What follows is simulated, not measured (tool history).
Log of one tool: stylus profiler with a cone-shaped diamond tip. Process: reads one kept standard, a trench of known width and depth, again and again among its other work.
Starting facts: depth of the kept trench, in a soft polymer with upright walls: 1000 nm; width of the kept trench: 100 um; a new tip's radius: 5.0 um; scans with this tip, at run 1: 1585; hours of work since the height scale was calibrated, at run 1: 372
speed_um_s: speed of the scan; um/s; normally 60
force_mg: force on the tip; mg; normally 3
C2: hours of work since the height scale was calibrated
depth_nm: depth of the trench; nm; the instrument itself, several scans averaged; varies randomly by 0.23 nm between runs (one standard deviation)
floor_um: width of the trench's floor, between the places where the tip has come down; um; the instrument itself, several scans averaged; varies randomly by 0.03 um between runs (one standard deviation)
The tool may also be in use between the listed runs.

run 1 hour=0 | speed_um_s=60 force_mg=3 | scans_with_this_tip=1585 C2=372 | depth_nm=1019.71 floor_um=93.81
run 2 hour=16.5 | speed_um_s=60 force_mg=3 | scans_with_this_tip=1614 C2=379 | depth_nm=1019.86 floor_um=93.86
run 3 hour=39.5 | speed_um_s=60 force_mg=1.86 | scans_with_this_tip=1654 C2=389 | depth_nm=1014.1 floor_um=93.77
run 4 hour=57 | speed_um_s=60 force_mg=1.86 | scans_with_this_tip=1685 C2=396 | depth_nm=1014.11 floor_um=93.83
run 5 hour=66.8 | speed_um_s=154 force_mg=1.86 | scans_with_this_tip=1702 C2=400 | depth_nm=1014.19 floor_um=93.52
run 6 hour=79.1 | speed_um_s=154 force_mg=1.86 | scans_with_this_tip=1724 C2=405 | depth_nm=1014.43 floor_um=93.51
run 7 hour=97.5 | speed_um_s=154 force_mg=1.86 | scans_with_this_tip=1756 C2=412 | depth_nm=1014.12 floor_um=93.5
run 8 hour=112.7 | speed_um_s=154 force_mg=1.86 | scans_with_this_tip=1782 C2=419 | depth_nm=1014.2 floor_um=93.54
run 9 hour=132.2 | speed_um_s=154 force_mg=1.86 | scans_with_this_tip=1817 C2=427 | depth_nm=1014.46 floor_um=93.56
run 10 hour=145.3 | speed_um_s=154 force_mg=1.86 | scans_with_this_tip=1840 C2=432 | depth_nm=1014.58 floor_um=93.53
run 11 hour=167.9 | speed_um_s=154 force_mg=1.86 | scans_with_this_tip=1879 C2=441 | depth_nm=1014.75 floor_um=93.53
run 12 hour=190.2 | speed_um_s=154 force_mg=1.86 | scans_with_this_tip=1918 C2=451 | depth_nm=1014.32 floor_um=93.51
run 13 hour=207.1 | speed_um_s=154 force_mg=1.86 | scans_with_this_tip=1948 C2=458 | depth_nm=1014.24 floor_um=93.52
run 14 hour=221.4 | speed_um_s=22 force_mg=1.86 | scans_with_this_tip=1973 C2=463 | depth_nm=1014.43 floor_um=93.94
run 15 hour=243.2 | speed_um_s=22 force_mg=1.86 | scans_with_this_tip=2011 C2=472 | depth_nm=1014.7 floor_um=93.91
run 16 hour=261.7 | speed_um_s=22 force_mg=1.86 | scans_with_this_tip=2043 C2=480 | depth_nm=1013.94 floor_um=93.96
run 17 hour=278.3 | speed_um_s=22 force_mg=1.86 | scans_with_this_tip=2072 C2=487 | depth_nm=1014.27 floor_um=93.89
run 18 hour=300.5 | speed_um_s=60 force_mg=3.31 | scans_with_this_tip=2111 C2=496 | depth_nm=1020.94 floor_um=93.88
run 19 hour=311.6 | speed_um_s=27 force_mg=3 | scans_with_this_tip=2131 C2=500 | depth_nm=1019.62 floor_um=93.99
run 20 hour=327.2 | speed_um_s=27 force_mg=3 | scans_with_this_tip=2158 C2=507 | depth_nm=1019.97 floor_um=93.96
run 21 hour=350.3 | speed_um_s=60 force_mg=3 | scans_with_this_tip=2198 C2=516 | depth_nm=1019.98 floor_um=93.88
run 22 hour=367.2 | speed_um_s=60 force_mg=3 | scans_with_this_tip=2228 C2=523 | depth_nm=1020.01 floor_um=93.83
run 23 hour=378.8 | speed_um_s=202 force_mg=3 | scans_with_this_tip=2248 C2=528 | depth_nm=1019.51 floor_um=93.54
run 24 hour=399.9 | speed_um_s=202 force_mg=3 | scans_with_this_tip=2285 C2=537 | depth_nm=1019.42 floor_um=93.5
run 25 hour=416.4 | speed_um_s=61 force_mg=7.95 | scans_with_this_tip=2314 C2=544 | depth_nm=1037.95 floor_um=93.88
run 26 hour=427.4 | speed_um_s=29 force_mg=4.53 | scans_with_this_tip=2333 C2=548 | depth_nm=1026.19 floor_um=93.97
run 27 hour=437.9 | speed_um_s=29 force_mg=4.53 | scans_with_this_tip=2352 C2=552 | depth_nm=1026.09 floor_um=93.96
run 28 hour=451.2 | speed_um_s=110 force_mg=1.26 | scans_with_this_tip=2375 C2=558 | depth_nm=1010.71 floor_um=93.58
run 29 hour=462.1 | speed_um_s=119 force_mg=2.66 | scans_with_this_tip=2394 C2=562 | depth_nm=1018.13 floor_um=93.73
run 30 hour=484.9 | speed_um_s=89 force_mg=2.08 | scans_with_this_tip=2434 C2=572 | depth_nm=1015.43 floor_um=93.66
run 31 hour=506.4 | speed_um_s=118 force_mg=2.13 | scans_with_this_tip=2472 C2=581 | depth_nm=1015.54 floor_um=93.65
run 32 hour=517.4 | speed_um_s=34 force_mg=1.86 | scans_with_this_tip=2491 C2=585 | depth_nm=1014.06 floor_um=93.87
run 33 hour=533.6 | speed_um_s=206 force_mg=4.65 | scans_with_this_tip=2519 C2=592 | depth_nm=1026.2 floor_um=93.61
run 34 hour=549.5 | speed_um_s=42 force_mg=3.73 | scans_with_this_tip=2547 C2=598 | depth_nm=1022.87 floor_um=93.88
run 35 hour=568.8 | speed_um_s=122 force_mg=1.82 | scans_with_this_tip=2581 C2=606 | depth_nm=1014.18 floor_um=93.58
run 36 hour=581.4 | speed_um_s=122 force_mg=1.82 | scans_with_this_tip=2603 C2=611 | depth_nm=1014.23 floor_um=93.62
run 37 hour=592.3 | speed_um_s=122 force_mg=1.82 | scans_with_this_tip=2622 C2=616 | depth_nm=1013.79 floor_um=93.62
run 38 hour=605.5 | speed_um_s=65 force_mg=6.67 | scans_with_this_tip=2645 C2=621 | depth_nm=1033.11 floor_um=93.87
run 39 hour=626.6 | speed_um_s=65 force_mg=6.67 | scans_with_this_tip=2682 C2=630 | depth_nm=1033.66 floor_um=93.89
run 40 hour=642 | speed_um_s=65 force_mg=6.67 | scans_with_this_tip=2709 C2=636 | depth_nm=1033.09 floor_um=93.92
run 41 hour=657 | speed_um_s=65 force_mg=6.67 | scans_with_this_tip=2735 C2=642 | depth_nm=1033.82 floor_um=93.91
run 42 hour=669.5 | speed_um_s=80 force_mg=2.64 | scans_with_this_tip=2757 C2=648 | depth_nm=1017.83 floor_um=93.79
run 43 hour=688.3 | speed_um_s=61 force_mg=4.2 | scans_with_this_tip=2790 C2=655 | depth_nm=1024.73 floor_um=93.85
run 44 hour=699.4 | speed_um_s=33 force_mg=2.73 | scans_with_this_tip=2809 C2=660 | depth_nm=1018.89 floor_um=93.95
run 45 hour=713.8 | speed_um_s=33 force_mg=2.73 | scans_with_this_tip=2835 C2=666 | depth_nm=1018.66 floor_um=93.94
run 46 hour=729.4 | speed_um_s=33 force_mg=2.73 | scans_with_this_tip=2862 C2=672 | depth_nm=1018.66 floor_um=93.91

Below are 4 alternative next runs, each starting from the tool's condition after run 46. Predict each:
run A hour=745 | speed_um_s=17 force_mg=3.98 | scans_with_this_tip=2889 C2=679 | depth_nm=? floor_um=?
run B hour=745 | speed_um_s=30 force_mg=2.68 | scans_with_this_tip=2889 C2=679 | depth_nm=? floor_um=?
run C hour=745 | speed_um_s=49 force_mg=2.97 | scans_with_this_tip=2889 C2=679 | depth_nm=? floor_um=?
run D hour=745 | speed_um_s=36 force_mg=7.45 | scans_with_this_tip=2889 C2=679 | depth_nm=? floor_um=?

run=A depth_nm=1023.77 floor_um=93.96
run=B depth_nm=1018.21 floor_um=93.89
run=C depth_nm=1019.64 floor_um=93.88
run=D depth_nm=1036.02 floor_um=93.93
With the hidden condition removed and each run's random variation left untouched, the same runs would have given:
run=A depth_nm=1023.78 floor_um=93.96
run=B depth_nm=1018.22 floor_um=93.9
run=C depth_nm=1019.65 floor_um=93.88
run=D depth_nm=1036.03 floor_um=93.93
